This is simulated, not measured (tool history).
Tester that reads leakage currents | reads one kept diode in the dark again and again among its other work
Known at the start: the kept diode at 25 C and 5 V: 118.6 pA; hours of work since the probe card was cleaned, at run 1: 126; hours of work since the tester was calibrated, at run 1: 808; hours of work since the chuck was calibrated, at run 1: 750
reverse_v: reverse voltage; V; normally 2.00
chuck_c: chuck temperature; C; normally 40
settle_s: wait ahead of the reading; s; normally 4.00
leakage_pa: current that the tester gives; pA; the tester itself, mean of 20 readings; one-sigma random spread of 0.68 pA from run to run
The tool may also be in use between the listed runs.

run,hour,reverse_v,chuck_c,settle_s,hours of work since the probe card was cleaned,hours of work since the tester was calibrated,hours of work since the chuck was calibrated,leakage_pa
1,0.0,2.00,40,4.00,126,808,750,254.30
2,50.1,2.00,40,4.00,147,830,771,253.21
3,92.2,2.00,55,4.00,165,847,789,662.57
4,118.1,2.00,55,4.00,176,858,800,657.68
5,147.9,2.00,55,4.00,189,871,813,662.08
6,195.7,2.00,55,2.87,209,891,833,664.89
7,236.8,2.00,55,2.87,226,909,850,660.61
8,264.8,2.00,55,2.87,238,921,862,659.29
9,310.6,2.00,55,2.87,258,940,882,663.48
10,333.0,2.00,55,2.87,267,950,891,661.46
11,372.9,2.00,55,2.87,284,967,908,661.57
12,419.0,2.00,55,2.87,304,986,928,659.75
13,441.3,2.00,55,2.87,313,996,937,660.75
14,486.4,2.00,55,2.87,332,1015,956,660.40
15,538.0,2.00,55,2.87,354,1037,978,662.43
16,567.5,2.00,40,4.00,367,1049,991,255.35
17,594.8,2.00,40,4.00,378,1061,1002,255.20
18,633.3,2.00,40,4.00,395,1077,1019,254.76
19,670.1,2.00,26,4.00,410,1093,1034,96.21
20,710.3,2.00,40,4.00,427,1110,1051,255.24
21,732.9,1.05,41,0.65,437,1119,1061,217.17
22,762.2,1.05,41,0.65,449,1132,1073,217.67
23,805.1,1.05,41,0.65,467,1150,1091,217.59
24,846.3,12.53,41,0.77,485,1167,1109,523.46
25,891.1,1.47,28,5.99,504,1187,1128,100.14
26,925.2,1.47,28,5.99,518,1201,1142,100.39
27,948.0,15.66,44,0.43,528,1211,1152,697.06
28,985.4,8.95,44,1.03,544,1227,1168,565.49
29,1029.9,1.28,24,0.33,563,1245,1187,72.45
30,1075.6,10.72,56,0.33,582,1265,1206,1282.19
31,1108.7,12.48,23,6.86,596,1279,1220,150.01
32,1149.6,9.31,27,6.11,614,1296,1238,179.71
33,1203.0,1.33,48,1.07,636,1319,1260,373.33
34,1227.7,2.00,21,4.00,647,1329,1271,67.10
35,1272.0,2.00,21,4.00,666,1348,1290,66.93
36,1315.0,8.43,21,0.61,684,1366,1308,116.56
37,1354.1,8.43,21,0.61,700,1383,1324,116.11
38,1406.9,2.00,40,7.22,723,1405,1347,256.82
39,1441.8,7.29,37,0.55,738,1420,1362,335.54
40,1473.9,7.29,37,0.55,751,1434,1375,334.71

Below, some changes in leakage_pa between adjacent runs. For each, the amount present without the hidden state too (settings, incoming material, random variation) and the amount remaining for the hidden state with gauge scatter not shared by both compared results:
The tool's hidden condition here consists of: stray current of the dirty probe card, pA a volt; current scale over the true one, %; true chuck temperature over the reading, C; drift of the gauge itself on leakage_pa, %.
Run 26 -> 27: reverse_v 1.47 -> 15.66, chuck_c 28 -> 44, settle_s 5.99 -> 0.43. leakage_pa +596.67 pA: hidden state +19.03, all else +577.64.
Run 29 -> 30: reverse_v 1.28 -> 10.72, chuck_c 24 -> 56. leakage_pa +1209.74 pA: hidden state +32.80, all else +1176.94.
Run 30 -> 31: reverse_v 10.72 -> 12.48, chuck_c 56 -> 23, settle_s 0.33 -> 6.86. leakage_pa -1132.18 pA: hidden state -26.88, all else -1105.30.

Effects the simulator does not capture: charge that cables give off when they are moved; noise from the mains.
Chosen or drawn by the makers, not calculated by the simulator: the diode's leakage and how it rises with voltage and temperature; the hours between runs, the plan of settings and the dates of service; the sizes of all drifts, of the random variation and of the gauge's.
